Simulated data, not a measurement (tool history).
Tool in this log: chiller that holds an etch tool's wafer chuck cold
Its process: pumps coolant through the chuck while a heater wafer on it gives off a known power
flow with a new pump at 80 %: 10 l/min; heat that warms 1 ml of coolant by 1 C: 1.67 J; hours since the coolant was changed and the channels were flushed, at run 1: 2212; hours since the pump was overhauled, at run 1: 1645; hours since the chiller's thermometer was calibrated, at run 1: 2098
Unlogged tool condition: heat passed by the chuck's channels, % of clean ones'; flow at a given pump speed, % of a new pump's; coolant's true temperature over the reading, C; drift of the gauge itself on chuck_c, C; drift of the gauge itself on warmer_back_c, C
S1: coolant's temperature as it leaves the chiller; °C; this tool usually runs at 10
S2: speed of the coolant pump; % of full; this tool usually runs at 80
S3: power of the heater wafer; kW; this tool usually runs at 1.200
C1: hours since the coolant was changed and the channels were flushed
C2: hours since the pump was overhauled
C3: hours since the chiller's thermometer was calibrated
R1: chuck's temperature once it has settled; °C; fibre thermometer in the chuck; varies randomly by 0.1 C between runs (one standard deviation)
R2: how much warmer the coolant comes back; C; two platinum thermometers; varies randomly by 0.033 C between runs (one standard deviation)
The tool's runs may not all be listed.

run	hour	S1	S2	S3	C1	C2	C3	R1	R2
1	0.0	10	80	1.200	2212	1645	2098	19.0	4.35
2	49.8	10	80	1.200	2262	1695	2148	18.9	4.38
3	124.5	10	80	1.200	2336	1770	2223	19.0	4.45
4	166.3	10	80	1.200	2378	1812	2265	19.0	4.47
5	241.7	10	80	1.200	2453	1887	2340	18.7	4.40
6	314.7	10	80	1.200	2526	1960	2413	19.0	4.39
7	383.3	10	80	1.200	2595	2029	2482	19.0	4.40
8	445.5	10	80	0.718	2657	2091	2544	15.4	2.58
9	499.4	2	77	0.720	2711	2145	2598	7.6	2.80
10	562.2	10	60	1.200	2774	2208	2661	20.8	6.05
11	610.1	13	81	0.702	2822	2255	2709	18.2	2.48
12	687.6	16	97	1.546	2899	2333	2786	26.2	4.68
13	756.1	7	67	1.270	2968	2401	2855	17.8	5.62
14	823.3	5	94	1.200	3035	2469	2922	13.2	3.72
15	896.4	5	94	1.012	3108	2542	2995	11.7	3.09
16	940.6	5	94	1.012	3152	2586	3039	11.9	3.11

Difference, measured minus no-hidden-state, one row per run. Run-to-run variation is common to both terms; the gauge's own scatter need not be:
run	R1	R2
1	+0.3	+0.08
2	+0.3	+0.08
3	+0.3	+0.09
4	+0.3	+0.09
5	+0.3	+0.09
6	+0.3	+0.09
7	+0.3	+0.09
8	+0.2	+0.06
9	+0.1	+0.06
10	+0.4	+0.14
11	+0.1	+0.05
12	+0.4	+0.11
13	+0.4	+0.14
14	+0.3	+0.10
15	+0.2	+0.08
16	+0.3	+0.08
